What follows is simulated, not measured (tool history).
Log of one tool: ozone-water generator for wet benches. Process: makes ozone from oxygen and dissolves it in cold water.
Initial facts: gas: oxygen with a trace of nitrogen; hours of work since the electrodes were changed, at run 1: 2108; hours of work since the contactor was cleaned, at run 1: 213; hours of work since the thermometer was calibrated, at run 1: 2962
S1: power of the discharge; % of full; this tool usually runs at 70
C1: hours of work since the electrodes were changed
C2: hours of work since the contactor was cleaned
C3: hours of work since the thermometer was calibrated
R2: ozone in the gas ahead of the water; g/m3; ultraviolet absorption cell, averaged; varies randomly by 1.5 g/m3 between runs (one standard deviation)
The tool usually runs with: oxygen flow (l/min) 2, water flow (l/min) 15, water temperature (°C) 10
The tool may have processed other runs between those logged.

Run 1, hour 0: usual settings; C1 2108; C2 213; C3 2962. Result: dissolved ozone (ppm) 19.5, R2 261.6 g/m3.
Run 2, hour 67.4: usual settings; C1 2160; C2 264; C3 3014. Result: dissolved ozone (ppm) 19.5, R2 261.7 g/m3.
Run 3, hour 104.9: usual settings; C1 2188; C2 293; C3 3042. Result: dissolved ozone (ppm) 19.4, R2 260.3 g/m3.
Run 4, hour 164.7: usual settings; C1 2234; C2 339; C3 3088. Result: dissolved ozone (ppm) 19.1, R2 259.9 g/m3.
Run 5, hour 215.2: usual settings; C1 2273; C2 378; C3 3127. Result: dissolved ozone (ppm) 19.1, R2 258.6 g/m3.
Run 6, hour 252: usual settings; C1 2301; C2 406; C3 3155. Result: dissolved ozone (ppm) 19.4, R2 259.5 g/m3.
Run 7, hour 322.5: usual settings; C1 2355; C2 460; C3 3209. Result: dissolved ozone (ppm) 19.2, R2 257.5 g/m3.
Run 8, hour 378: usual settings; C1 2398; C2 503; C3 3252. Result: dissolved ozone (ppm) 19.2, R2 260.8 g/m3.
At hour 416.6: water thermometer calibrated.
Run 9, hour 435.1: usual settings but S1 74 % of full; C1 2441; C2 546; C3 14. Result: dissolved ozone (ppm) 19.8, R2 269.3 g/m3.
Run 10, hour 488.3: usual settings but S1 62 % of full; C1 2482; C2 587; C3 55. Result: dissolved ozone (ppm) 17.5, R2 233.9 g/m3.
Run 11, hour 540.8: usual settings but S1 62 % of full, water flow (l/min) 10, water temperature (°C) 9; C1 2522; C2 627; C3 95. Result: dissolved ozone (ppm) 25.5, R2 236.3 g/m3.
Run 12, hour 596.5: usual settings but S1 76 % of full, water flow (l/min) 14, water temperature (°C) 6; C1 2565; C2 670; C3 138. Result: dissolved ozone (ppm) 22.4, R2 271.9 g/m3.
Run 13, hour 661.9: usual settings but S1 90 % of full, water flow (l/min) 14, water temperature (°C) 6; C1 2615; C2 720; C3 188. Result: dissolved ozone (ppm) 25.8, R2 309.7 g/m3.
Run 14, hour 729.6: usual settings but S1 89 % of full, water flow (l/min) 17, water temperature (°C) 8; C1 2667; C2 772; C3 240. Result: dissolved ozone (ppm) 20.4, R2 307.7 g/m3.
Run 15, hour 779.3: usual settings but S1 74 % of full, water flow (l/min) 14; C1 2705; C2 810; C3 278. Result: dissolved ozone (ppm) 21, R2 266.3 g/m3.

For some of the steps in dissolved ozone (ppm) from one run to the next: how much would appear even if the tool had no hidden state, given the settings, what came in and random variation, and how much remains for the hidden state plus any gauge scatter that the measured result and the result without hidden state don't share?
The hidden state here: yield of the discharge, % of new electrodes'; contactor's efficiency, % of a clean one's; true water temperature over the reading, C; drift of the gauge itself on ozone_ppm, %; drift of the gauge itself on gas_g_m3, %.
Run 10 -> 11: water flow (l/min) 15 -> 10, water temperature (°C) 10 -> 9. dissolved ozone (ppm) +8: hidden state -0.7, all else +8.7.
